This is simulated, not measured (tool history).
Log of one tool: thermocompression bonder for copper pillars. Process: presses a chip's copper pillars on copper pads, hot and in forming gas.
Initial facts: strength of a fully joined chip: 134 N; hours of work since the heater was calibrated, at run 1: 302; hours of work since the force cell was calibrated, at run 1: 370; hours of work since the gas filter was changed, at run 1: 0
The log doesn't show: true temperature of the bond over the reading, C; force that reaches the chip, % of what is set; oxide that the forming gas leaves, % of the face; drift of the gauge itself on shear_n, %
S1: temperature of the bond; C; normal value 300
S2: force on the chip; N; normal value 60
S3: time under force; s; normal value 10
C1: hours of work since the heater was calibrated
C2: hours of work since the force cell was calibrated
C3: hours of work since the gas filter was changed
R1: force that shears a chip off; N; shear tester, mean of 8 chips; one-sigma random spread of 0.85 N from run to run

run,day,S1,S2,S3,C1,C2,C3,R1
1,0.000,300,60,10,302,370,0,67.6
2,0.458,326,60,10,307,375,5,87.5
3,1.383,326,60,10,316,384,15,86.7
4,2.217,300,60,10,325,393,24,65.5
5,2.658,300,60,10,330,398,29,66.0
6,3.367,300,60,10,337,406,36,65.6
7,4.212,300,60,10,346,415,45,64.1
8,5.029,300,60,10,355,423,54,65.0
9,5.912,300,60,10,365,433,63,63.7
10,6.354,300,60,10,369,437,68,63.2
11,7.208,300,60,9,378,446,77,61.5
12,8.100,300,60,9,388,456,87,60.5
13,8.633,300,60,9,393,461,92,60.9
14,9.492,300,43,10,403,471,101,53.1
15,10.154,300,43,10,410,478,108,53.0
16,10.850,300,43,10,417,485,116,51.8
17,11.600,300,43,10,425,493,124,52.4
18,12.071,300,43,10,430,498,129,50.6
19,12.829,300,60,10,438,506,137,59.4
20,13.529,300,60,12,445,513,144,63.7
21,14.046,300,60,12,451,519,150,63.8
22,14.800,300,60,12,459,527,158,62.3
23,15.238,300,60,12,464,532,162,63.4
24,15.704,300,60,25,469,537,167,79.5
25,16.208,300,60,25,474,542,173,78.0
# day 16.288: forming gas filter changed
26,16.671,300,60,25,479,547,4,88.3
27,17.588,277,59,5,488,556,14,36.8
28,18.400,277,59,5,497,565,22,35.9
29,18.896,325,60,10,502,570,28,84.5
30,19.650,277,60,7,510,578,36,41.2
31,20.075,319,83,6,515,583,40,78.4
32,20.733,319,83,6,522,590,47,80.5
33,21.504,309,59,20,530,598,55,86.8
34,21.938,309,59,6,534,603,60,57.4
35,22.779,309,56,16,543,611,69,79.1
36,23.396,309,56,16,550,618,75,79.5
37,24.017,302,37,16,557,625,82,60.6
38,24.962,329,64,17,567,635,92,96.1
39,25.462,329,64,17,572,640,97,95.1
40,25.912,295,40,7,577,645,102,41.1

Predict each of these 4 candidate next runs independently; none follows another, all start after run 40:
A,26.554,321,60,10,584,652,109,?
B,26.554,300,60,20,584,652,109,?
C,26.554,283,60,10,584,652,109,?
D,26.554,293,69,26,584,652,109,?

run,R1
A,76.9
B,76.7
C,48.1
D,81.4
Had the tool no hidden state, the same runs would have come out as:
run,R1
A,85.5
B,85.6
C,54.4
D,90.7

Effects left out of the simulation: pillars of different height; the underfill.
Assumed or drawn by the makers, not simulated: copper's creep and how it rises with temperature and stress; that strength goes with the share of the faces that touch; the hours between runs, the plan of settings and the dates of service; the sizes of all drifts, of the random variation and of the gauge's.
